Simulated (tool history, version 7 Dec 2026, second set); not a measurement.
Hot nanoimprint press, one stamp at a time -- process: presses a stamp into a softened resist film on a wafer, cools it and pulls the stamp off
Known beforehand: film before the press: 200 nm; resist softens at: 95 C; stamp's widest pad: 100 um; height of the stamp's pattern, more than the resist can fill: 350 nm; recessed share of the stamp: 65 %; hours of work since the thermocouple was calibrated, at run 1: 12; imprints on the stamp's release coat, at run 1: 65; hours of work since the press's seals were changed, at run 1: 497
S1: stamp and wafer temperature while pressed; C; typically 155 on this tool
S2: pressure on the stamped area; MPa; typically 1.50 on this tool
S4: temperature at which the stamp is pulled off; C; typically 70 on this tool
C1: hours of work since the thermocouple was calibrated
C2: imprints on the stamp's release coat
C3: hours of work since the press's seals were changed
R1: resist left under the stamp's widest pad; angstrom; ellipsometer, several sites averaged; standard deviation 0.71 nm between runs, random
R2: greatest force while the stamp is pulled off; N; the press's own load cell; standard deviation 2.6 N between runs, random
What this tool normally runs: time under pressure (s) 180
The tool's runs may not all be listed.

run 1 hour=0.0 | S1=155 S2=1.50 time_under_pressure_(s)=180 S4=70 | C1=12 C2=65 C3=497 | R1=967 R2=122
run 2 hour=50.0 | S1=148 S2=1.50 time_under_pressure_(s)=180 S4=70 | C1=34 C2=191 C3=520 | R1=1387 R2=122
run 3 hour=100.7 | S1=155 S2=1.50 time_under_pressure_(s)=180 S4=70 | C1=57 C2=318 C3=543 | R1=975 R2=125
run 4 hour=136.2 | S1=155 S2=1.50 time_under_pressure_(s)=180 S4=70 | C1=73 C2=408 C3=559 | R1=964 R2=134
run 5 hour=173.4 | S1=153 S2=1.50 time_under_pressure_(s)=180 S4=70 | C1=90 C2=502 C3=576 | R1=1089 R2=126
run 6 hour=204.3 | S1=155 S2=1.27 time_under_pressure_(s)=180 S4=70 | C1=104 C2=579 C3=590 | R1=1036 R2=129
run 7 hour=255.1 | S1=155 S2=1.27 time_under_pressure_(s)=180 S4=70 | C1=127 C2=707 C3=613 | R1=1048 R2=131
run 8 hour=304.3 | S1=155 S2=1.27 time_under_pressure_(s)=180 S4=70 | C1=149 C2=831 C3=635 | R1=1026 R2=127
run 9 hour=353.5 | S1=155 S2=1.27 time_under_pressure_(s)=180 S4=70 | C1=172 C2=955 C3=657 | R1=1027 R2=125
run 10 hour=375.8 | S1=155 S2=1.27 time_under_pressure_(s)=180 S4=56 | C1=182 C2=1011 C3=668 | R1=1036 R2=138
-- hour=397.5 press's hydraulic seals changed and the load cell set to zero
run 11 hour=420.4 | S1=155 S2=1.50 time_under_pressure_(s)=180 S4=70 | C1=198 C2=1104 C3=10 | R1=977 R2=127
run 12 hour=456.7 | S1=155 S2=1.50 time_under_pressure_(s)=180 S4=70 | C1=215 C2=1195 C3=27 | R1=962 R2=125
run 13 hour=494.5 | S1=155 S2=1.50 time_under_pressure_(s)=113 S4=70 | C1=232 C2=1291 C3=44 | R1=1140 R2=130
run 14 hour=515.6 | S1=151 S2=1.50 time_under_pressure_(s)=180 S4=70 | C1=241 C2=1344 C3=53 | R1=1202 R2=127
run 15 hour=560.4 | S1=151 S2=1.50 time_under_pressure_(s)=180 S4=70 | C1=262 C2=1457 C3=74 | R1=1217 R2=124
run 16 hour=588.8 | S1=151 S2=1.50 time_under_pressure_(s)=180 S4=70 | C1=274 C2=1528 C3=87 | R1=1192 R2=125
-- hour=607.1 stamp cleaned and given a new release coat
run 17 hour=617.9 | S1=151 S2=1.50 time_under_pressure_(s)=160 S4=72 | C1=285 C2=27 C3=97 | R1=1262 R2=125
run 18 hour=645.6 | S1=151 S2=1.50 time_under_pressure_(s)=160 S4=72 | C1=297 C2=97 C3=110 | R1=1256 R2=128
run 19 hour=684.4 | S1=151 S2=1.50 time_under_pressure_(s)=160 S4=72 | C1=315 C2=195 C3=127 | R1=1247 R2=129
run 20 hour=729.9 | S1=151 S2=2.08 time_under_pressure_(s)=254 S4=67 | C1=336 C2=309 C3=148 | R1=950 R2=130
run 21 hour=773.0 | S1=166 S2=1.50 time_under_pressure_(s)=180 S4=70 | C1=355 C2=418 C3=167 | R1=488 R2=129
-- hour=819.1 plate thermocouple calibrated
run 22 hour=824.4 | S1=157 S2=1.72 time_under_pressure_(s)=224 S4=60 | C1=2 C2=540 C3=189 | R1=730 R2=138
run 23 hour=861.9 | S1=155 S2=1.50 time_under_pressure_(s)=180 S4=71 | C1=19 C2=635 C3=206 | R1=971 R2=126
run 24 hour=889.4 | S1=155 S2=1.50 time_under_pressure_(s)=253 S4=63 | C1=32 C2=704 C3=219 | R1=849 R2=137
run 25 hour=910.6 | S1=155 S2=1.50 time_under_pressure_(s)=161 S4=70 | C1=41 C2=757 C3=228 | R1=1008 R2=125
run 26 hour=940.2 | S1=155 S2=1.85 time_under_pressure_(s)=179 S4=64 | C1=55 C2=832 C3=242 | R1=883 R2=129
run 27 hour=963.9 | S1=155 S2=1.85 time_under_pressure_(s)=179 S4=64 | C1=66 C2=892 C3=252 | R1=889 R2=134
run 28 hour=1003.3 | S1=157 S2=0.94 time_under_pressure_(s)=179 S4=64 | C1=83 C2=991 C3=270 | R1=1042 R2=134
run 29 hour=1047.9 | S1=162 S2=1.05 time_under_pressure_(s)=315 S4=67 | C1=104 C2=1103 C3=290 | R1=576 R2=130

Take each entry between the runs: how does the hidden state at the last listed run before it differ from the hidden state at the first listed run after it?
After run 10, before run 11: press's hydraulic seals changed and the load cell set to zero (hour 397.5)
  pressure that arrives at the usual setting, %: 99.89 -> 100.01
After run 16, before run 17: stamp cleaned and given a new release coat (hour 607.1)
  grip of the stamp's worn release coat, % over a new coat's: 0.7 -> 0
After run 21, before run 22: plate thermocouple calibrated (hour 819.1)
  true temperature over the reading, C: -0.04 -> 0; pressure that arrives at the usual setting, %: 99.98 -> 99.97

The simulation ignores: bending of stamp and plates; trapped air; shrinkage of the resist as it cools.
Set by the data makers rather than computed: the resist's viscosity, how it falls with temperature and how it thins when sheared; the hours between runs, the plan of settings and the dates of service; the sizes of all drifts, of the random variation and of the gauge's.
